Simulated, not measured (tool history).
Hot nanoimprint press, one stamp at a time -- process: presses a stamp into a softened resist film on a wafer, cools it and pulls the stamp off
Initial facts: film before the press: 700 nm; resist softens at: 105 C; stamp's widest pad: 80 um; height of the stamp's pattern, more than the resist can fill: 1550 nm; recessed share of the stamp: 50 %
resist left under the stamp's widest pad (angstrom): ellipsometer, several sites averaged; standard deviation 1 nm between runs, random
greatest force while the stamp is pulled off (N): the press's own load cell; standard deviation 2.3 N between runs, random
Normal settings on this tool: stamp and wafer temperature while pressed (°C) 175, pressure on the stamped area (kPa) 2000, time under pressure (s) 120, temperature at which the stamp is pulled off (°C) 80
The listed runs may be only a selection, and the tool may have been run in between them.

| run | hour | stamp and wafer temperature while pressed (°C) | pressure on the stamped area (kPa) | time under pressure (s) | temperature at which the stamp is pulled off (°C) | resist left under the stamp's widest pad (angstrom) | greatest force while the stamp is pulled off (N) |
|---|---|---|---|---|---|---|---|
| 1 | 0 | 175 | 2000 | 120 | 80 | 3770 | 170 |
| 2 | 70.2 | 175 | 2000 | 120 | 80 | 3786 | 163 |
| 3 | 118 | 175 | 2000 | 120 | 80 | 3807 | 169 |
|  | 155.8 | plate thermocouple calibrated |
| 4 | 159.2 | 175 | 2000 | 120 | 80 | 3805 | 169 |
| 5 | 221.6 | 172 | 2000 | 120 | 80 | 4169 | 169 |
| 6 | 291.9 | 172 | 2000 | 120 | 80 | 4192 | 167 |
| 7 | 356.1 | 175 | 2000 | 120 | 80 | 3799 | 171 |
|  | 398.9 | stamp cleaned and given a new release coat |
| 8 | 407.9 | 175 | 2000 | 120 | 80 | 3826 | 172 |
| 9 | 484.4 | 175 | 2000 | 120 | 80 | 3822 | 169 |
| 10 | 526.9 | 175 | 2000 | 120 | 86 | 3833 | 154 |
| 11 | 584.8 | 175 | 2000 | 120 | 80 | 3835 | 169 |
| 12 | 643.5 | 175 | 2000 | 120 | 80 | 3845 | 168 |
| 13 | 682.3 | 175 | 1510 | 120 | 80 | 4254 | 172 |
| 14 | 742.4 | 181 | 2000 | 120 | 80 | 3166 | 170 |
| 15 | 792.1 | 175 | 2000 | 195 | 80 | 3234 | 167 |
| 16 | 846.9 | 175 | 2000 | 195 | 80 | 3229 | 169 |
|  | 877.1 | stamp cleaned and given a new release coat |
| 17 | 894.6 | 178 | 2910 | 195 | 80 | 2447 | 170 |
| 18 | 955.3 | 176 | 2000 | 120 | 83 | 3743 | 158 |
| 19 | 1035.7 | 176 | 2000 | 63 | 86 | 4606 | 156 |
| 20 | 1070.6 | 185 | 3110 | 81 | 87 | 2664 | 154 |
| 21 | 1111.3 | 185 | 3110 | 150 | 77 | 2052 | 176 |
| 22 | 1156.2 | 170 | 3130 | 190 | 80 | 3254 | 171 |
| 23 | 1195.4 | 184 | 1780 | 81 | 79 | 3531 | 174 |
|  | 1229.1 | gauge calibrated |
| 24 | 1249.1 | 184 | 1780 | 81 | 79 | 3452 | 168 |
| 25 | 1302.5 | 184 | 1780 | 81 | 79 | 3455 | 168 |
|  | 1355.9 | stamp cleaned and given a new release coat |
| 26 | 1388 | 184 | 1780 | 81 | 79 | 3469 | 167 |
| 27 | 1468.2 | 184 | 1780 | 81 | 79 | 3480 | 174 |
| 28 | 1530 | 163 | 2000 | 121 | 83 | 5324 | 164 |
| 29 | 1593.4 | 163 | 2000 | 121 | 83 | 5343 | 160 |

Predict each of these 3 candidate next runs independently; none follows another, all start after run 29:
|  | 1611 | plate thermocouple calibrated |
| A | 1674.6 | 179 | 2000 | 165 | 82 | ? | ? |
|  | 1611 | plate thermocouple calibrated |
| B | 1674.6 | 171 | 2000 | 103 | 80 | ? | ? |
|  | 1611 | plate thermocouple calibrated |
| C | 1674.6 | 164 | 2000 | 97 | 88 | ? | ? |

| run | resist left under the stamp's widest pad (angstrom) | greatest force while the stamp is pulled off (N) |
|---|---|---|
| A | 2973 | 164 |
| B | 4526 | 169 |
| C | 5468 | 150 |
With the hidden condition removed and each run's random variation left untouched, the same runs would have given:
| run | resist left under the stamp's widest pad (angstrom) | greatest force while the stamp is pulled off (N) |
|---|---|---|
| A | 2942 | 164 |
| B | 4480 | 169 |
| C | 5414 | 150 |

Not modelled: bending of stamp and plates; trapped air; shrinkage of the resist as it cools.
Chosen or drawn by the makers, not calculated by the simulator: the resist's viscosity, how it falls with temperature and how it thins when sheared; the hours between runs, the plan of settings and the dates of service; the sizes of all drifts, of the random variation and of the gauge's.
